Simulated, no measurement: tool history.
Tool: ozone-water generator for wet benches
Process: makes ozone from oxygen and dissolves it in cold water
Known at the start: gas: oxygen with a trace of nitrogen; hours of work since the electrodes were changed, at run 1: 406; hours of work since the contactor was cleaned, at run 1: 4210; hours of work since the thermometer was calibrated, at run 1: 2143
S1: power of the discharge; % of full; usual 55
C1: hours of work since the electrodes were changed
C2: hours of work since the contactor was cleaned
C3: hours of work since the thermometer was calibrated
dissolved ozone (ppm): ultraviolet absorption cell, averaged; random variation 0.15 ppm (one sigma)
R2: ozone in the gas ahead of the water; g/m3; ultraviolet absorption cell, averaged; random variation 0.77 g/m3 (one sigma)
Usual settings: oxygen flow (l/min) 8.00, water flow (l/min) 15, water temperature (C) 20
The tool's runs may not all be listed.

run 1 day=0.000 | S1=55 oxygen_flow_(l/min)=8.00 water_flow_(l/min)=15 water_temperature_(C)=20 | C1=406 C2=4210 C3=2143 | dissolved_ozone_(ppm)=18.3 R2=116.3
run 2 day=2.162 | S1=55 oxygen_flow_(l/min)=8.00 water_flow_(l/min)=15 water_temperature_(C)=20 | C1=442 C2=4246 C3=2179 | dissolved_ozone_(ppm)=18.4 R2=116.5
run 3 day=4.417 | S1=55 oxygen_flow_(l/min)=8.00 water_flow_(l/min)=12 water_temperature_(C)=20 | C1=480 C2=4284 C3=2217 | dissolved_ozone_(ppm)=20.6 R2=118.6
run 4 day=6.592 | S1=55 oxygen_flow_(l/min)=8.00 water_flow_(l/min)=23 water_temperature_(C)=20 | C1=516 C2=4320 C3=2253 | dissolved_ozone_(ppm)=13.3 R2=115.8
run 5 day=8.888 | S1=55 oxygen_flow_(l/min)=8.00 water_flow_(l/min)=15 water_temperature_(C)=20 | C1=554 C2=4358 C3=2291 | dissolved_ozone_(ppm)=18.3 R2=117.1
run 6 day=10.850 | S1=55 oxygen_flow_(l/min)=13.33 water_flow_(l/min)=15 water_temperature_(C)=20 | C1=587 C2=4391 C3=2324 | dissolved_ozone_(ppm)=15.3 R2=81.7
run 7 day=12.762 | S1=55 oxygen_flow_(l/min)=13.33 water_flow_(l/min)=15 water_temperature_(C)=20 | C1=619 C2=4423 C3=2356 | dissolved_ozone_(ppm)=15.0 R2=82.6
run 8 day=13.867 | S1=55 oxygen_flow_(l/min)=13.33 water_flow_(l/min)=15 water_temperature_(C)=25 | C1=638 C2=4441 C3=2374 | dissolved_ozone_(ppm)=13.4 R2=81.8
run 9 day=15.583 | S1=73 oxygen_flow_(l/min)=4.57 water_flow_(l/min)=15 water_temperature_(C)=20 | C1=666 C2=4470 C3=2403 | dissolved_ozone_(ppm)=27.4 R2=222.0
run 10 day=16.933 | S1=73 oxygen_flow_(l/min)=4.57 water_flow_(l/min)=15 water_temperature_(C)=20 | C1=689 C2=4493 C3=2426 | dissolved_ozone_(ppm)=27.6 R2=221.7

Forecast run 11:
run 11 day=19.038 | S1=55 oxygen_flow_(l/min)=13.42 water_flow_(l/min)=15 water_temperature_(C)=24 | C1=724 C2=4528 C3=2461 | dissolved_ozone_(ppm)=? R2=?

{"run 11": {"dissolved ozone (ppm)": 13.3, "R2": 82.0}}
Without the tool's hidden state the same run would have given dissolved ozone (ppm) 13.3, R2 82.0 g/m3.
